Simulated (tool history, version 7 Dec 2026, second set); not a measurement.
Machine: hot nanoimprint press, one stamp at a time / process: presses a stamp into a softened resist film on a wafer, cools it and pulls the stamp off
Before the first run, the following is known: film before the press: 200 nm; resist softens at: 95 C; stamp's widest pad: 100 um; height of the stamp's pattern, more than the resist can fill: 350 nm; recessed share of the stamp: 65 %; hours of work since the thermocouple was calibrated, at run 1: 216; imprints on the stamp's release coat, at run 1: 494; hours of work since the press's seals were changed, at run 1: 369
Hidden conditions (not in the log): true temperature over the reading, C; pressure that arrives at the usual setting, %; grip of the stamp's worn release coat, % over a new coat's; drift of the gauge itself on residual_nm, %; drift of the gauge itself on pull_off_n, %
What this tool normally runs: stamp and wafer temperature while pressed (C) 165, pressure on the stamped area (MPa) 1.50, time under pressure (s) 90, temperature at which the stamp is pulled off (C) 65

run	hour	stamp and wafer temperature while pressed (C)	pressure on the stamped area (MPa)	time under pressure (s)	temperature at which the stamp is pulled off (C)	hours of work since the thermocouple was calibrated	imprints on the stamp's release coat	hours of work since the press's seals were changed	resist left under the stamp's widest pad (angstrom)	greatest force while the stamp is pulled off (N)
1	0.0	165	1.50	90	65	216	494	369	844	146.4
2	7.6	165	1.50	90	65	221	533	375	844	146.6
3	18.8	165	1.50	90	65	230	591	383	846	146.3
# hour 26.0: stamp cleaned and given a new release coat
4	36.1	165	1.50	90	65	238	53	391	843	146.1
5	44.1	165	1.50	90	65	243	94	397	843	145.9
6	52.1	165	1.50	90	65	249	136	403	845	146.0
7	61.7	165	1.50	53	65	256	185	410	1019	145.7
8	73.5	165	1.50	53	65	265	246	418	1019	146.1
9	90.4	165	1.50	64	65	277	334	430	955	146.7
# hour 98.4: plate thermocouple calibrated
10	109.9	165	1.50	64	65	8	420	442	955	146.6

Run 11, settings as shown, results not yet in. Your forecast:
11	118.7	165	1.03	64	65	15	465	449	?	?

For run 11 the tool returned resist left under the stamp's widest pad (angstrom) 1129, greatest force while the stamp is pulled off (N) 146.1.
Minus the tool's unlogged condition, the same run would have read resist left under the stamp's widest pad (angstrom) 1129, greatest force while the stamp is pulled off (N) 146.1.

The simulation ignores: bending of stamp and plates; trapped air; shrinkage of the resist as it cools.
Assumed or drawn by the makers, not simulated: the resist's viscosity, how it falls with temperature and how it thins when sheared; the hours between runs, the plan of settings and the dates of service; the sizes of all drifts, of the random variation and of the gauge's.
